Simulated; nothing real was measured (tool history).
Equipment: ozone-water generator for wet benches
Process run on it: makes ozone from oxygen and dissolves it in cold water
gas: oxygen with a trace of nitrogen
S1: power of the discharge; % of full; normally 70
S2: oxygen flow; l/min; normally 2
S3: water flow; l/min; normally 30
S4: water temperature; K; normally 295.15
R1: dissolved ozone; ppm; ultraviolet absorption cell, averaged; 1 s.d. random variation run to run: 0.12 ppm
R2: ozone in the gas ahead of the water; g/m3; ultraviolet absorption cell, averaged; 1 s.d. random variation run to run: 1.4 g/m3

run 1 hour=0 | S1=70 S2=2 S3=30 S4=295.15 | R1=11.2 R2=268.4
run 2 hour=61.2 | S1=70 S2=2 S3=30 S4=299.15 | R1=10.9 R2=266.7
run 3 hour=109.1 | S1=70 S2=2 S3=30 S4=295.15 | R1=11 R2=269.2
run 4 hour=157.1 | S1=70 S2=2 S3=30 S4=295.15 | R1=11.1 R2=269.6
run 5 hour=215.4 | S1=70 S2=2 S3=30 S4=295.15 | R1=11.1 R2=266.4
run 6 hour=278.8 | S1=70 S2=2 S3=30 S4=295.15 | R1=11.2 R2=265.6
run 7 hour=365.4 | S1=70 S2=2 S3=30 S4=295.15 | R1=11.2 R2=268.3
run 8 hour=433.1 | S1=70 S2=2 S3=30 S4=295.15 | R1=11.3 R2=268.4
run 9 hour=544.7 | S1=70 S2=2 S3=30 S4=295.15 | R1=11.2 R2=269.2
run 10 hour=623 | S1=70 S2=2 S3=30 S4=295.15 | R1=11.2 R2=269.8
run 11 hour=684.9 | S1=70 S2=2 S3=30 S4=295.15 | R1=11.2 R2=270.6
run 12 hour=744.7 | S1=70 S2=2 S3=34 S4=295.15 | R1=9.7 R2=269.3
run 13 hour=826 | S1=70 S2=2 S3=30 S4=295.15 | R1=11.2 R2=269.2
run 14 hour=877 | S1=70 S2=2 S3=30 S4=295.15 | R1=11 R2=269
run 15 hour=963.7 | S1=70 S2=2 S3=30 S4=295.15 | R1=11.2 R2=270.1
run 16 hour=1054.9 | S1=70 S2=1.5 S3=32 S4=295.15 | R1=9.6 R2=321.9
run 17 hour=1138.8 | S1=70 S2=2 S3=30 S4=294.15 | R1=11 R2=271.2
run 18 hour=1231.1 | S1=70 S2=2 S3=30 S4=294.15 | R1=11.2 R2=271.5
run 19 hour=1328.1 | S1=70 S2=2 S3=30 S4=294.15 | R1=10.9 R2=267.8
run 20 hour=1404.4 | S1=72 S2=1.75 S3=30 S4=288.15 | R1=11.3 R2=298.5
run 21 hour=1509.1 | S1=72 S2=1.75 S3=30 S4=288.15 | R1=11.3 R2=299.8
run 22 hour=1603.7 | S1=46 S2=3.43 S3=27 S4=297.15 | R1=9.8 R2=150.4
run 23 hour=1680.7 | S1=70 S2=2 S3=20 S4=295.15 | R1=16.3 R2=267.9
run 24 hour=1748.5 | S1=70 S2=2 S3=20 S4=295.15 | R1=16.5 R2=268
run 25 hour=1793.3 | S1=70 S2=2 S3=20 S4=295.15 | R1=16.3 R2=270.9
run 26 hour=1874.3 | S1=70 S2=2 S3=20 S4=295.15 | R1=16.4 R2=268.7
run 27 hour=1951.3 | S1=91 S2=2 S3=30 S4=294.15 | R1=13.1 R2=320.5
run 28 hour=2008 | S1=91 S2=2 S3=30 S4=294.15 | R1=13.3 R2=319.9
run 29 hour=2072.4 | S1=95 S2=2 S3=27 S4=295.15 | R1=14.9 R2=333.8

Subtracting, for every run, the result it would have given without the tool's unlogged condition from the measured result gives the following. The same run-to-run variation enters both numbers; the gauge's scatter may not:
The hidden state here: yield of the discharge, % of new electrodes'; contactor's efficiency, % of a clean one's; true water temperature over the reading, C; drift of the gauge itself on ozone_ppm, %; drift of the gauge itself on gas_g_m3, %.
run=1 R2=+0
run=2 R2=+0.2
run=3 R2=+0.3
run=4 R2=+0.4
run=5 R2=+0.6
run=6 R2=+0.7
run=7 R2=+1
run=8 R2=+1.1
run=9 R2=+1.4
run=10 R2=+1.7
run=11 R2=+1.8
run=12 R2=+2
run=13 R2=+2.2
run=14 R2=+2.3
run=15 R2=+2.5
run=16 R2=+3.4
run=17 R2=+3.1
run=18 R2=+3.3
run=19 R2=+3.5
run=20 R2=+4.1
run=21 R2=+4.4
run=22 R2=+2.4
run=23 R2=+4.4
run=24 R2=+4.6
run=25 R2=+4.7
run=26 R2=+4.9
run=27 R2=+6.1
run=28 R2=+6.2
run=29 R2=+6.7
R1: 0 in every run.

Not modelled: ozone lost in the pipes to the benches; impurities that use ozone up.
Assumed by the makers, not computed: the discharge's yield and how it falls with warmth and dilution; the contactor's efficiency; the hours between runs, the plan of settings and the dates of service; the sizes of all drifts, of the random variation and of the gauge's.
